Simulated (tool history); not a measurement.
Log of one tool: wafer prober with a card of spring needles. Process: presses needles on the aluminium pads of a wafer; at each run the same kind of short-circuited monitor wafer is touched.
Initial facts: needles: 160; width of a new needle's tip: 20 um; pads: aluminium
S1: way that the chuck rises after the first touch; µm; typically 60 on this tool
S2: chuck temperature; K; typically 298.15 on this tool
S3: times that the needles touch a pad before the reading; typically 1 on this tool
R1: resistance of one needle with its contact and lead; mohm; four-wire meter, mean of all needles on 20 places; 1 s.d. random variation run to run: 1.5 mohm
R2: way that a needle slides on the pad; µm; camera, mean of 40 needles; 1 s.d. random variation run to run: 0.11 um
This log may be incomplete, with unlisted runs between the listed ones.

| run | hour | S1 | S2 | S3 | R1 | R2 |
|---|---|---|---|---|---|---|
| 1 | 0 | 60 | 298.15 | 1 | 165 | 14.58 |
|  | 6.3 | tips cleaned on abrasive film |
| 2 | 18.5 | 60 | 298.15 | 1 | 172 | 14.92 |
|  | 24.7 | tips cleaned on abrasive film |
| 3 | 33.3 | 60 | 298.15 | 1 | 167 | 14.36 |
|  | 42.5 | tips cleaned on abrasive film |
| 4 | 44.9 | 60 | 298.15 | 1 | 154 | 14.69 |
|  | 59.9 | tips cleaned on abrasive film |
| 5 | 59.9 | 60 | 298.15 | 1 | 147 | 14.68 |
| 6 | 75.9 | 60 | 298.15 | 2 | 161 | 14.52 |
|  | 77.9 | tips cleaned on abrasive film |
|  | 95.5 | tips cleaned on abrasive film |
| 7 | 96.3 | 60 | 298.15 | 2 | 147 | 14.53 |
| 8 | 107.4 | 60 | 298.15 | 2 | 158 | 14.43 |
|  | 114.3 | tips cleaned on abrasive film |
|  | 126.6 | tips cleaned on abrasive film, once more |
| 9 | 132.8 | 60 | 298.15 | 2 | 157 | 14.52 |
|  | 145.2 | tips cleaned on abrasive film |
| 10 | 152 | 60 | 298.15 | 2 | 156 | 14.54 |
|  | 163.9 | tips cleaned on abrasive film |
| 11 | 168.2 | 60 | 298.15 | 2 | 154 | 14.49 |
| 12 | 179.3 | 60 | 298.15 | 2 | 161 | 14.48 |
|  | 182.9 | tips cleaned on abrasive film |
| 13 | 193.6 | 60 | 298.15 | 2 | 160 | 14.29 |
|  | 202.4 | tips cleaned on abrasive film |
| 14 | 212.2 | 60 | 298.15 | 2 | 161 | 14.34 |
|  | 220 | tips cleaned on abrasive film |
| 15 | 232.1 | 60 | 298.15 | 1 | 171 | 14.28 |
|  | 237.4 | height of the first contact set anew |
|  | 238.7 | tips cleaned on abrasive film |
| 16 | 244.7 | 60 | 298.15 | 1 | 158 | 14.94 |
|  | 256.5 | tips cleaned on abrasive film |
| 17 | 267.9 | 60 | 298.15 | 1 | 170 | 15.09 |
|  | 274.1 | tips cleaned on abrasive film |
| 18 | 290.1 | 60 | 298.15 | 1 | 170 | 14.96 |
|  | 292.2 | tips cleaned on abrasive film |
| 19 | 308.8 | 60 | 298.15 | 1 | 174 | 15.01 |
|  | 310.7 | tips cleaned on abrasive film |
|  | 328.5 | tips cleaned on abrasive film |
| 20 | 335.2 | 45 | 298.15 | 3 | 160 | 11.01 |
|  | 346.3 | tips cleaned on abrasive film |
| 21 | 348.9 | 45 | 316.15 | 2 | 164 | 11.15 |
|  | 364.2 | tips cleaned on abrasive film |
| 22 | 372.6 | 41 | 298.15 | 1 | 198 | 10.03 |
|  | 382.1 | tips cleaned on abrasive film |
| 23 | 384.8 | 41 | 298.15 | 1 | 178 | 10.02 |
|  | 399.9 | tips cleaned on abrasive film |
| 24 | 409 | 41 | 298.15 | 1 | 203 | 10.01 |
|  | 417.5 | tips cleaned on abrasive film |
| 25 | 424.4 | 41 | 298.15 | 1 | 194 | 9.94 |
|  | 436.5 | tips cleaned on abrasive film |
| 26 | 445.4 | 56 | 302.15 | 1 | 173 | 13.53 |

Run 27 has not been measured yet. What should we expect?
|  | 454.8 | tips cleaned on abrasive film |
| 27 | 463.6 | 70 | 357.15 | 1 | ? | ? |

R1: 169 mohm
R2: 17.51 µm
The same run, on a tool lacking any hidden state, would have yielded R1 150 mohm, R2 17.85 µm.
